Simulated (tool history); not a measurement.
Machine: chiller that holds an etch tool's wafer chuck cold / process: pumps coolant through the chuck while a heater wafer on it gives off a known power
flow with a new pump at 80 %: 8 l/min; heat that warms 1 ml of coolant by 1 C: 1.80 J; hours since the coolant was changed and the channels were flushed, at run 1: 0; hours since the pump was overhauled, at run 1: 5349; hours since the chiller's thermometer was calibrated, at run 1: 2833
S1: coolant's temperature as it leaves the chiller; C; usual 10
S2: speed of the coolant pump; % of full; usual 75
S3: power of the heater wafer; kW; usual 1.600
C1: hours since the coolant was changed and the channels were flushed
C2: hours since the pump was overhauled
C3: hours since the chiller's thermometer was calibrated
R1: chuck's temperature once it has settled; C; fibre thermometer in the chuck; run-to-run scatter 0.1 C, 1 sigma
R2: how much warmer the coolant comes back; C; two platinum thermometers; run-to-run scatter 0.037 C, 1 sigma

run	day	S1	S2	S3	C1	C2	C3	R1	R2
1	0.000	10	75	1.600	0	5349	2833	23.1	7.44
2	6.438	10	75	1.600	154	5504	2987	23.3	7.53
3	12.796	10	75	1.600	307	5656	3140	23.3	7.54
4	16.629	10	75	1.600	399	5748	3232	23.4	7.52
# day 20.596: coolant pump overhauled
5	22.158	10	75	1.600	527	37	3359	23.6	7.73
6	27.592	10	75	1.600	657	168	3490	23.7	7.75
7	30.788	10	75	1.600	734	245	3567	23.7	7.77
# day 34.846: coolant pump overhauled, once more
8	35.571	10	75	1.600	844	17	3676	22.8	7.13
9	42.350	10	75	1.600	1006	180	3839	22.8	7.10
10	49.317	5	75	1.600	1174	347	4006	17.7	7.17

Expected results for the next run?
# day 52.642: chiller's thermometer calibrated
11	53.292	5	75	1.600	1268	442	16	?	?

{"run 11": {"R1": 18.4, "R2": 7.04}}
With no hidden state in the tool, this same run would have given R1 18.1 C, R2 7.05 C.
